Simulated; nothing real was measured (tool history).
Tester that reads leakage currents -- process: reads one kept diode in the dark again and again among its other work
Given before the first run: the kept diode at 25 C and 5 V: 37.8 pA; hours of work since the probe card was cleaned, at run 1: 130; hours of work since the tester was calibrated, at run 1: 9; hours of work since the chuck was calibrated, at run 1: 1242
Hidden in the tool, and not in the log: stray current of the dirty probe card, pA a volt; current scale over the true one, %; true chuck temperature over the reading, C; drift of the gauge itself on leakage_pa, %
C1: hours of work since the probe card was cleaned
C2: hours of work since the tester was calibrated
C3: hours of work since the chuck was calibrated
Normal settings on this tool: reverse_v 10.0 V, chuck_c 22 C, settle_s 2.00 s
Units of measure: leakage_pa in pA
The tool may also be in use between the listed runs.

Run 1, hour 0.0: usual settings; C1 130; C2 9; C3 1242. Result: leakage_pa 40.46 pA.
Run 2, hour 60.4: usual settings; C1 160; C2 39; C3 1272. Result: leakage_pa 40.21 pA.
Run 3, hour 110.7: usual settings; C1 185; C2 64; C3 1297. Result: leakage_pa 40.09 pA.
Run 4, hour 154.4: usual settings; C1 206; C2 86; C3 1319. Result: leakage_pa 40.25 pA.
Run 5, hour 197.2: usual settings; C1 227; C2 107; C3 1340. Result: leakage_pa 40.31 pA.
Run 6, hour 228.0: usual settings; C1 243; C2 122; C3 1355. Result: leakage_pa 40.06 pA.
Run 7, hour 272.9: usual settings; C1 265; C2 145; C3 1378. Result: leakage_pa 40.20 pA.
Run 8, hour 313.2: usual settings; C1 285; C2 164; C3 1397. Result: leakage_pa 40.38 pA.
Run 9, hour 357.3: usual settings; C1 307; C2 186; C3 1419. Result: leakage_pa 40.25 pA.
Run 10, hour 396.8: usual settings but chuck_c 57 C; C1 326; C2 206; C3 1439. Result: leakage_pa 773.67 pA.
Run 11, hour 453.8: usual settings but chuck_c 57 C; C1 354; C2 234; C3 1467. Result: leakage_pa 770.21 pA.
Run 12, hour 487.8: usual settings but chuck_c 57 C; C1 371; C2 251; C3 1484. Result: leakage_pa 767.38 pA.
Run 13, hour 516.6: usual settings but chuck_c 57 C; C1 385; C2 265; C3 1498. Result: leakage_pa 770.86 pA.
Run 14, hour 570.0: usual settings but chuck_c 57 C; C1 412; C2 292; C3 1525. Result: leakage_pa 774.54 pA.
Run 15, hour 615.4: usual settings but chuck_c 57 C; C1 434; C2 314; C3 1547. Result: leakage_pa 769.51 pA.
Run 16, hour 652.3: usual settings but chuck_c 57 C; C1 453; C2 332; C3 1565. Result: leakage_pa 774.35 pA.
Run 17, hour 713.5: usual settings but chuck_c 57 C; C1 483; C2 363; C3 1596. Result: leakage_pa 771.55 pA.
Run 18, hour 758.2: usual settings but chuck_c 57 C; C1 505; C2 385; C3 1618. Result: leakage_pa 769.90 pA.
Run 19, hour 784.4: usual settings but chuck_c 57 C; C1 518; C2 398; C3 1631. Result: leakage_pa 774.42 pA.
Run 20, hour 836.5: usual settings but reverse_v 2.0 V, chuck_c 44 C, settle_s 7.24 s; C1 544; C2 424; C3 1657. Result: leakage_pa 127.47 pA.
Run 21, hour 866.5: usual settings but reverse_v 1.1 V, chuck_c 35 C, settle_s 0.37 s; C1 559; C2 438; C3 1671. Result: leakage_pa 45.20 pA.
Run 22, hour 894.6: usual settings but reverse_v 3.0 V, chuck_c 35 C, settle_s 3.52 s; C1 573; C2 452; C3 1685. Result: leakage_pa 72.45 pA.
Run 23, hour 954.1: usual settings but reverse_v 10.9 V, settle_s 1.81 s; C1 602; C2 482; C3 1715. Result: leakage_pa 42.00 pA.
Run 24, hour 997.3: usual settings but reverse_v 7.5 V, chuck_c 35 C, settle_s 6.37 s; C1 623; C2 503; C3 1736. Result: leakage_pa 112.97 pA.
Run 25, hour 1052.9: usual settings but reverse_v 1.2 V, chuck_c 21 C, settle_s 4.62 s; C1 651; C2 531; C3 1764. Result: leakage_pa 13.07 pA.
Run 26, hour 1088.4: usual settings but reverse_v 1.1 V, chuck_c 36 C, settle_s 1.95 s; C1 669; C2 548; C3 1781. Result: leakage_pa 49.00 pA.
Run 27, hour 1122.9: usual settings but reverse_v 1.1 V, chuck_c 36 C, settle_s 1.95 s; C1 686; C2 565; C3 1798. Result: leakage_pa 48.95 pA.
Run 28, hour 1170.0: usual settings but reverse_v 5.8 V, settle_s 2.40 s; C1 709; C2 589; C3 1822. Result: leakage_pa 31.02 pA.
Run 29, hour 1231.5: usual settings but reverse_v 3.9 V, chuck_c 37 C, settle_s 0.86 s; C1 739; C2 619; C3 1852. Result: leakage_pa 98.42 pA.
Run 30, hour 1280.8: usual settings but reverse_v 12.1 V, chuck_c 25 C, settle_s 3.21 s; C1 764; C2 643; C3 1876. Result: leakage_pa 58.25 pA.
Run 31, hour 1320.7: usual settings but reverse_v 12.1 V, chuck_c 25 C, settle_s 3.21 s; C1 784; C2 663; C3 1896. Result: leakage_pa 57.91 pA.
Run 32, hour 1359.7: usual settings but reverse_v 12.1 V, chuck_c 25 C, settle_s 0.36 s; C1 803; C2 682; C3 1916. Result: leakage_pa 59.96 pA.
Run 33, hour 1389.6: usual settings but reverse_v 12.1 V, chuck_c 25 C, settle_s 1.16 s; C1 818; C2 697; C3 1930. Result: leakage_pa 58.95 pA.
Run 34, hour 1429.4: usual settings but reverse_v 12.1 V, chuck_c 53 C, settle_s 4.09 s; C1 837; C2 717; C3 1950. Result: leakage_pa 622.57 pA.
Run 35, hour 1456.1: usual settings but reverse_v 5.1 V, chuck_c 59 C, settle_s 9.27 s; C1 851; C2 730; C3 1963. Result: leakage_pa 649.76 pA.
Run 36, hour 1490.9: usual settings but reverse_v 7.0 V, chuck_c 26 C; C1 868; C2 747; C3 1980. Result: leakage_pa 49.27 pA.
Run 37, hour 1546.8: usual settings but reverse_v 12.3 V, chuck_c 33 C, settle_s 0.73 s; C1 895; C2 775; C3 2008. Result: leakage_pa 120.64 pA.
Run 38, hour 1580.2: usual settings but reverse_v 12.3 V, chuck_c 33 C, settle_s 0.73 s; C1 912; C2 792; C3 2025. Result: leakage_pa 121.06 pA.

Here are 4 independent what-if runs from the current tool condition. What would each one return?
Run A, hour 1627.0: usual settings but reverse_v 1.2 V; C1 935; C2 815; C3 2048. Result: leakage_pa ?.
Run B, hour 1627.0: usual settings but reverse_v 17.9 V, chuck_c 51 C; C1 935; C2 815; C3 2048. Result: leakage_pa ?.
Run C, hour 1627.0: usual settings but reverse_v 2.5 V, chuck_c 23 C, settle_s 2.78 s; C1 935; C2 815; C3 2048. Result: leakage_pa ?.
Run D, hour 1627.0: usual settings but reverse_v 15.8 V, chuck_c 31 C, settle_s 0.44 s; C1 935; C2 815; C3 2048. Result: leakage_pa ?.

run  leakage_pa
  A       14.48
  B      644.45
  C       22.56
  D      116.07
With the hidden condition removed and each run's random variation left untouched, the same runs would have given:
run  leakage_pa
  A       14.47
  B      644.20
  C       22.55
  D      115.99
